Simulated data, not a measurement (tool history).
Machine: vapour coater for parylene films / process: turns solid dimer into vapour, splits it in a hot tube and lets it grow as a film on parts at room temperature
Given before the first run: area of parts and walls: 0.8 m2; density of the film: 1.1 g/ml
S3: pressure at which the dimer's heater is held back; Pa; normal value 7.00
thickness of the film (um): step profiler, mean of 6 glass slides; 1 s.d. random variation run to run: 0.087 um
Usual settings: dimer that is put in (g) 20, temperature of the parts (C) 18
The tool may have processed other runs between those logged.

{"run": 1, "hour": 0.0, "dimer that is put in (g)": 20, "temperature of the parts (C)": 18, "S3": 7.0, "thickness of the film (um)": 9.89}
{"run": 2, "hour": 26.8, "dimer that is put in (g)": 20, "temperature of the parts (C)": 18, "S3": 7.0, "thickness of the film (um)": 10.0}
{"run": 3, "hour": 72.1, "dimer that is put in (g)": 20, "temperature of the parts (C)": 18, "S3": 7.0, "thickness of the film (um)": 10.25}
{"run": 4, "hour": 92.7, "dimer that is put in (g)": 20, "temperature of the parts (C)": 18, "S3": 7.0, "thickness of the film (um)": 9.88}
{"run": 5, "hour": 111.3, "dimer that is put in (g)": 20, "temperature of the parts (C)": 25, "S3": 7.0, "thickness of the film (um)": 7.36}
{"run": 6, "hour": 154.9, "dimer that is put in (g)": 20, "temperature of the parts (C)": 18, "S3": 7.0, "thickness of the film (um)": 9.98}
{"run": 7, "hour": 179.2, "dimer that is put in (g)": 20, "temperature of the parts (C)": 18, "S3": 7.0, "thickness of the film (um)": 10.01}
{"run": 8, "hour": 222.8, "dimer that is put in (g)": 20, "temperature of the parts (C)": 18, "S3": 7.0, "thickness of the film (um)": 9.93}
{"run": 9, "hour": 249.6, "dimer that is put in (g)": 20, "temperature of the parts (C)": 18, "S3": 7.0, "thickness of the film (um)": 9.8}
{"run": 10, "hour": 292.5, "dimer that is put in (g)": 20, "temperature of the parts (C)": 18, "S3": 7.0, "thickness of the film (um)": 9.79}
{"run": 11, "hour": 315.0, "dimer that is put in (g)": 20, "temperature of the parts (C)": 18, "S3": 7.0, "thickness of the film (um)": 9.73}
{"run": 12, "hour": 336.6, "dimer that is put in (g)": 20, "temperature of the parts (C)": 18, "S3": 7.0, "thickness of the film (um)": 9.59}
{"run": 13, "hour": 372.6, "dimer that is put in (g)": 20, "temperature of the parts (C)": 18, "S3": 7.0, "thickness of the film (um)": 9.62}
{"run": 14, "hour": 399.3, "dimer that is put in (g)": 16, "temperature of the parts (C)": 28, "S3": 2.02, "thickness of the film (um)": 6.39}
{"run": 15, "hour": 422.2, "dimer that is put in (g)": 34, "temperature of the parts (C)": 28, "S3": 2.26, "thickness of the film (um)": 13.18}
{"run": 16, "hour": 452.6, "dimer that is put in (g)": 34, "temperature of the parts (C)": 28, "S3": 2.26, "thickness of the film (um)": 13.21}
{"run": 17, "hour": 478.4, "dimer that is put in (g)": 33, "temperature of the parts (C)": 21, "S3": 3.98, "thickness of the film (um)": 16.36}
{"run": 18, "hour": 510.8, "dimer that is put in (g)": 16, "temperature of the parts (C)": 18, "S3": 4.65, "thickness of the film (um)": 9.07}
{"run": 19, "hour": 537.8, "dimer that is put in (g)": 16, "temperature of the parts (C)": 18, "S3": 4.65, "thickness of the film (um)": 8.86}
{"run": 20, "hour": 557.1, "dimer that is put in (g)": 16, "temperature of the parts (C)": 18, "S3": 4.65, "thickness of the film (um)": 8.99}
{"run": 21, "hour": 585.7, "dimer that is put in (g)": 16, "temperature of the parts (C)": 18, "S3": 4.65, "thickness of the film (um)": 8.96}
{"run": 22, "hour": 613.4, "dimer that is put in (g)": 10, "temperature of the parts (C)": 18, "S3": 4.64, "thickness of the film (um)": 5.55}
{"run": 23, "hour": 631.9, "dimer that is put in (g)": 15, "temperature of the parts (C)": 30, "S3": 6.24, "thickness of the film (um)": 4.78}

Taken out of this log: 1 entry between the listed runs. Where each belongs, and how the hidden state differs across it:
From run 13 to run 14: trap's valve overhauled (hour 387.6)
  vapour lost through the trap's worn valve, %: 10.4 -> 0.1; true temperature of the parts over the reading, C: -0.6 -> -0.61
  difference, measured minus the result without the unlogged condition, thickness of the film (um): -0.85 -> +0.16
